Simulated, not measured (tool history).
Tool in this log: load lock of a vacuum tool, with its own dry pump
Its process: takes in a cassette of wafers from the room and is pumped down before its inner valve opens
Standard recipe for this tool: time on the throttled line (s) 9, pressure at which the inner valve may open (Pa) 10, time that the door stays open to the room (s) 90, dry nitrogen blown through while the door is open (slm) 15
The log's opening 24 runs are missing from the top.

run     hour  time on the throttled line (s)  pressure at which the inner valve may open (Pa)  time that the door stays open to the room (s)  dry nitrogen blown through while the door is open (slm)  incoming humidity of the room's air, %  time from the closed door until the inner valve may open (s)  rise of the pressure with all valves shut (Pa/min)
 25  11243.0                              14                                               12                                            172                                                       15                                    45.7                                                          25.6                                               0.241
     11678.0  -- dry pump taken out, an overhauled one fitted
 26  11890.5                              14                                               12                                            172                                                       15                                    42.9                                                          22.7                                               0.251
 27  12404.1                               9                                                8                                             90                                                       15                                    44.9                                                          19.8                                               0.248
 28  12939.2                               9                                                8                                             90                                                       15                                    42.9                                                          19.9                                               0.257
 29  13597.7                               9                                               11                                             90                                                       17                                    44.3                                                          19.8                                               0.276
 30  14257.8                              15                                                9                                             27                                                        9                                    49.9                                                          24.4                                               0.279
 31  14727.4                               9                                               17                                             40                                                       16                                    44.5                                                          19.1                                               0.291
 32  15067.2                               9                                               17                                             40                                                       16                                    45.0                                                          18.9                                               0.301
 33  15506.8                               5                                               10                                            127                                                       15                                    43.8                                                          16.8                                               0.325
 34  16127.4                              17                                                8                                             74                                                       15                                    43.1                                                          26.6                                               0.331
 35  16606.2                               7                                               10                                             90                                                        9                                    45.4                                                          18.7                                               0.364

4 options for the next run, each taken on its own from the tool as it stands now. Forecast them:
  A  17073.9                               6                                               10                                            166                                                       13                                    45.5                                                             ?                                                   ?
  B  17073.9                               5                                               19                                            127                                                       15                                    44.6                                                             ?                                                   ?
  C  17073.9                               5                                               17                                            120                                                       15                                    43.0                                                             ?                                                   ?
  D  17073.9                               5                                               10                                             90                                                       15                                    45.7                                                             ?                                                   ?

run  time from the closed door until the inner valve may open (s)  rise of the pressure with all valves shut (Pa/min)
  A                                                          18.0                                               0.393
  B                                                          16.1                                               0.373
  C                                                          16.3                                               0.363
  D                                                          17.4                                               0.373
What these runs would have given with no unlogged condition in the tool:
run  time from the closed door until the inner valve may open (s)  rise of the pressure with all valves shut (Pa/min)
  A                                                          17.3                                               0.101
  B                                                          15.4                                               0.083
  C                                                          15.5                                               0.076
  D                                                          16.6                                               0.080
